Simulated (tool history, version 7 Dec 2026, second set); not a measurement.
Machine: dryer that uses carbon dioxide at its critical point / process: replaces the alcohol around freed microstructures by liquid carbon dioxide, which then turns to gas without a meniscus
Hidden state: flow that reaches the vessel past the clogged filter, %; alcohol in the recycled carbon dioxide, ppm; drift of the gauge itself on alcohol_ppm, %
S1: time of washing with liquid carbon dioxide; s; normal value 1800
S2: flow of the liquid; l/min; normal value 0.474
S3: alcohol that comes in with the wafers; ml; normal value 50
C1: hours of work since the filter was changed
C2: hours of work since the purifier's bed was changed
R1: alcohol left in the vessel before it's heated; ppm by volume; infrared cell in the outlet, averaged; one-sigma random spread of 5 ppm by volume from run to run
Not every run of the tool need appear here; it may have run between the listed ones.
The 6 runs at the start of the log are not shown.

run 7 hour=49.8 | S1=1800 S2=0.474 S3=50 | C1=237 C2=101 | R1=69
run 8 hour=55.9 | S1=1800 S2=0.474 S3=50 | C1=240 C2=105 | R1=61
run 9 hour=67.0 | S1=1800 S2=0.474 S3=50 | C1=246 C2=111 | R1=58
run 10 hour=73.6 | S1=1800 S2=0.474 S3=50 | C1=249 C2=114 | R1=59
run 11 hour=78.9 | S1=1800 S2=0.474 S3=50 | C1=252 C2=117 | R1=66
run 12 hour=85.8 | S1=1800 S2=0.474 S3=50 | C1=256 C2=121 | R1=65
run 13 hour=94.7 | S1=1800 S2=0.474 S3=50 | C1=261 C2=125 | R1=67
run 14 hour=103.0 | S1=1800 S2=0.474 S3=50 | C1=265 C2=130 | R1=63
run 15 hour=109.5 | S1=1800 S2=0.474 S3=50 | C1=269 C2=133 | R1=74
run 16 hour=114.0 | S1=2520 S2=0.474 S3=50 | C1=271 C2=136 | R1=30
run 17 hour=123.2 | S1=1800 S2=0.474 S3=23 | C1=276 C2=141 | R1=47
run 18 hour=133.9 | S1=1800 S2=0.474 S3=37 | C1=282 C2=146 | R1=61
run 19 hour=139.7 | S1=1800 S2=0.474 S3=50 | C1=285 C2=150 | R1=70
run 20 hour=145.2 | S1=1800 S2=0.474 S3=50 | C1=288 C2=153 | R1=71
run 21 hour=155.3 | S1=1800 S2=0.474 S3=66 | C1=293 C2=158 | R1=81
run 22 hour=166.4 | S1=1800 S2=0.489 S3=66 | C1=299 C2=164 | R1=79
run 23 hour=176.6 | S1=1800 S2=0.474 S3=50 | C1=304 C2=169 | R1=84
run 24 hour=186.9 | S1=1800 S2=0.474 S3=50 | C1=310 C2=175 | R1=77
run 25 hour=195.8 | S1=1800 S2=0.474 S3=50 | C1=315 C2=180 | R1=67
run 26 hour=204.2 | S1=2580 S2=0.395 S3=50 | C1=319 C2=184 | R1=43
run 27 hour=209.9 | S1=2580 S2=0.395 S3=50 | C1=322 C2=187 | R1=55
run 28 hour=216.3 | S1=1320 S2=0.395 S3=86 | C1=326 C2=191 | R1=927
run 29 hour=226.5 | S1=1320 S2=0.395 S3=86 | C1=331 C2=196 | R1=934
-- hour=235.6 inlet filter changed
run 30 hour=238.1 | S1=2160 S2=0.758 S3=36 | C1=1 C2=202 | R1=34
run 31 hour=245.3 | S1=2160 S2=0.758 S3=36 | C1=5 C2=206 | R1=33

Run 32 has not been measured yet. What should we expect?
run 32 hour=252.6 | S1=2160 S2=0.758 S3=36 | C1=9 C2=210 | R1=?

Run 32 produced R1 38 ppm by volume.
If the tool had no hidden condition, the same run with the same run-to-run variation would have returned R1 6 ppm by volume.
